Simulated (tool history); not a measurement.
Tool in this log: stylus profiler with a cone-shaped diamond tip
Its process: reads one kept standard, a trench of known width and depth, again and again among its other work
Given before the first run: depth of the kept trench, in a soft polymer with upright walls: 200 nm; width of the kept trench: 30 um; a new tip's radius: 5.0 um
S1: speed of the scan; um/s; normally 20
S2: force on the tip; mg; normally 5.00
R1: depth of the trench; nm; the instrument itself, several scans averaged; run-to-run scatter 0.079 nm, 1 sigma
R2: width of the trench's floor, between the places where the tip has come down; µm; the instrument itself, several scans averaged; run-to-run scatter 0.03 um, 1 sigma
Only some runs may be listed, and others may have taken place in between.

run   hour  S1     S2      R1     R2
  1    0.0  20   5.00  203.09  26.89
  2   24.0  20   5.00  203.18  26.89
  3   44.5  20   5.00  203.34  26.87
  4   57.4  20   5.00  203.44  26.91
  5   83.3  20   5.29  203.16  26.88
  6  106.5  20   5.29  203.37  26.84
  7  123.0  20   5.29  203.29  26.84
  8  141.6  20   5.29  203.30  26.81
  9  159.4  20   5.29  203.22  26.84
 10  176.5  20   5.00  203.07  26.83
 11  195.1  20   5.00  203.35  26.85
 12  223.9  20   5.00  203.38  26.84
 13  243.1  20   5.00  203.14  26.82
 14  255.6  20   5.00  203.23  26.78
 15  271.0  23   5.00  203.09  26.82
 16  295.4  41   5.00  203.38  26.71
 17  315.6  20   5.00  203.16  26.88
 18  328.6  20   5.00  203.34  26.86
 19  346.4  20   5.00  203.19  26.86
 20  374.8  20   5.00  203.25  26.78
 21  402.7  20   5.00  203.34  26.79
 22  425.1  20   5.00  203.42  26.81
 23  449.7  20   5.00  203.23  26.78
 24  473.2  19   4.95  203.35  26.79
 25  492.4  18   4.90  203.33  26.79
 26  507.4  18   4.90  203.37  26.79
 27  520.4  17   1.86  202.04  26.74
 28  546.6  17   1.86  202.13  26.74
 29  564.5  37   1.78  202.00  26.61
 30  581.6  37   1.78  201.91  26.58
 31  594.5  47   3.08  202.49  26.59
 32  621.3  13   3.08  202.48  26.80
 33  649.7  20  10.42  205.16  26.76
 34  667.0  45   9.74  204.84  26.66
 35  683.7  45   9.74  204.93  26.71
 36  699.2  45   9.74  204.91  26.73
 37  712.6  39   2.78  202.61  26.64
 38  734.8  39   2.78  202.45  26.63
 39  754.7  39   2.78  202.59  26.61
 40  777.5  39   2.78  202.49  26.60
 41  795.6  31  11.89  205.58  26.74
 42  819.5   6   5.00  203.59  26.74
 43  844.4   9   2.91  202.73  26.78
 44  859.4  34  13.64  206.15  26.74
 45  873.8   8   2.67  202.52  26.78

What if the next run were any one of these 5? Each begins from the tool's condition after run 45:
  A  889.8  17   2.32   ?   ?
  B  889.8   8   2.29   ?   ?
  C  889.8  40   1.72   ?   ?
  D  889.8  71   4.84   ?   ?
  E  889.8  13  12.97   ?   ?

run      R1     R2
  A  202.25  26.74
  B  202.35  26.71
  C  202.14  26.48
  D  203.50  26.43
  E  205.83  26.78
Had the tool no hidden state, the same runs would have come out as:
run      R1     R2
  A  201.51  27.18
  B  201.61  27.14
  C  201.40  26.92
  D  202.75  26.87
  E  205.08  27.22
